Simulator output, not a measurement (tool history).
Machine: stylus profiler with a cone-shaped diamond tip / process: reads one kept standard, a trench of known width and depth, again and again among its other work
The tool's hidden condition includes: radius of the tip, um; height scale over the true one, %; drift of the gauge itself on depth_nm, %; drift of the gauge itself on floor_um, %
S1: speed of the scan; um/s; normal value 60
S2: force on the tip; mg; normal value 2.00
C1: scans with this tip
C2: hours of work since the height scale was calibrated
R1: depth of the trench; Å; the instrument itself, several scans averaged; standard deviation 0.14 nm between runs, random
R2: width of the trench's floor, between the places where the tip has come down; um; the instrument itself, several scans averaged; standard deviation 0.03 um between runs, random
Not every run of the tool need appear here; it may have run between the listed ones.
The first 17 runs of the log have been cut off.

| run | hour | S1 | S2 | C1 | C2 | R1 | R2 |
|---|---|---|---|---|---|---|---|
| 18 | 385.6 | 60 | 2.00 | 8482 | 628 | 5070.9 | 17.15 |
| 19 | 399.9 | 21 | 2.18 | 8573 | 635 | 5072.7 | 17.28 |
| 20 | 414.2 | 23 | 3.69 | 8664 | 641 | 5103.8 | 17.28 |
| 21 | 445.6 | 23 | 3.69 | 8864 | 656 | 5108.3 | 17.32 |
| 22 | 467.8 | 136 | 4.27 | 9005 | 666 | 5118.2 | 17.05 |
| 23 | 501.0 | 108 | 1.91 | 9216 | 682 | 5068.4 | 16.95 |
| 24 | 516.8 | 197 | 1.77 | 9317 | 690 | 5065.6 | 16.58 |
| 25 | 536.0 | 197 | 1.77 | 9439 | 699 | 5063.8 | 16.59 |
| 26 | 558.3 | 87 | 2.61 | 9581 | 709 | 5085.9 | 17.07 |
| 27 | 572.6 | 66 | 5.57 | 9672 | 716 | 5139.3 | 17.19 |
| 28 | 588.5 | 77 | 1.08 | 9774 | 723 | 5044.3 | 16.96 |
| 29 | 602.7 | 60 | 4.64 | 9864 | 730 | 5125.0 | 17.21 |
| 30 | 630.8 | 18 | 1.89 | 10042 | 743 | 5066.0 | 17.25 |
| 31 | 660.2 | 59 | 1.04 | 10230 | 757 | 5044.5 | 17.04 |
| 32 | 693.9 | 149 | 5.27 | 10444 | 773 | 5134.9 | 17.02 |
| 33 | 717.8 | 149 | 5.27 | 10596 | 784 | 5136.4 | 17.03 |
| 34 | 732.3 | 62 | 4.79 | 10689 | 791 | 5128.2 | 17.17 |
| 35 | 746.4 | 62 | 4.79 | 10778 | 798 | 5128.8 | 17.17 |

Branching from run 35: 5 alternative next runs. What would each branch give?
| A | 773.4 | 84 | 4.79 | 10950 | 810 | ? | ? |
| B | 773.4 | 22 | 4.79 | 10950 | 810 | ? | ? |
| C | 773.4 | 60 | 5.54 | 10950 | 810 | ? | ? |
| D | 773.4 | 21 | 4.79 | 10950 | 810 | ? | ? |
| E | 773.4 | 183 | 4.41 | 10950 | 810 | ? | ? |

| run | R1 | R2 |
|---|---|---|
| A | 5127.5 | 17.13 |
| B | 5127.1 | 17.29 |
| C | 5142.3 | 17.19 |
| D | 5127.8 | 17.30 |
| E | 5119.4 | 16.89 |
The same runs, with their run-to-run variation unchanged, on a tool lacking any hidden condition would have given:
| run | R1 | R2 |
|---|---|---|
| A | 5127.6 | 17.14 |
| B | 5127.2 | 17.29 |
| C | 5142.4 | 17.20 |
| D | 5127.9 | 17.30 |
| E | 5119.5 | 16.89 |

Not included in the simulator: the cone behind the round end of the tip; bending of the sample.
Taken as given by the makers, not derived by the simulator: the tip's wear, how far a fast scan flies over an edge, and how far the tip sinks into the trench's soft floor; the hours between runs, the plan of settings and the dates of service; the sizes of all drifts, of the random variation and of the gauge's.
